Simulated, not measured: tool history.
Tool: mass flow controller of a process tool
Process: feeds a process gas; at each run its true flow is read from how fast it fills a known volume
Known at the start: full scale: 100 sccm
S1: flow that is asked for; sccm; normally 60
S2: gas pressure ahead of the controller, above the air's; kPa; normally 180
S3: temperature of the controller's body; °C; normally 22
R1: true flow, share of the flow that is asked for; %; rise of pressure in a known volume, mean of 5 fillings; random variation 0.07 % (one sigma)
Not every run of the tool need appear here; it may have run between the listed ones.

run,hour,S1,S2,S3,R1
1,0.0,60,180,22,98.43
2,63.5,60,180,22,98.41
3,132.0,60,180,30,98.67
4,230.8,60,180,30,98.54
5,297.3,60,180,30,98.40
6,373.6,60,180,30,98.13
7,463.4,60,180,30,98.10
8,542.2,60,180,22,97.34
9,638.4,60,180,22,97.09
10,723.7,12,180,22,95.45
11,801.4,12,180,22,95.23
12,860.0,60,180,26,96.85
# hour 919.3: gauge calibrated
13,936.3,60,180,26,98.69
14,999.3,33,155,26,97.61
15,1073.9,13,152,23,96.73
16,1120.9,13,152,23,96.65
17,1187.8,20,180,24,96.85
18,1288.9,64,218,25,98.05
19,1378.5,64,218,25,97.97
20,1475.0,16,196,27,96.46
21,1534.7,60,191,22,97.24
22,1592.5,60,166,22,97.12
23,1638.2,46,199,33,97.13
24,1721.0,36,181,33,96.67
25,1808.8,36,181,33,96.58
26,1860.9,36,181,33,96.42

Branching from run 26: 5 alternative next runs. What would each branch give?
A,1931.6,94,159,25,?
B,1931.6,60,240,21,?
C,1931.6,63,196,23,?
D,1931.6,37,180,22,?
E,1931.6,58,213,38,?

run,R1
A,97.47
B,96.36
C,96.51
D,95.64
E,97.27
What these runs would have given with no unlogged condition in the tool:
run,R1
A,99.64
B,98.51
C,98.66
D,97.77
E,99.44

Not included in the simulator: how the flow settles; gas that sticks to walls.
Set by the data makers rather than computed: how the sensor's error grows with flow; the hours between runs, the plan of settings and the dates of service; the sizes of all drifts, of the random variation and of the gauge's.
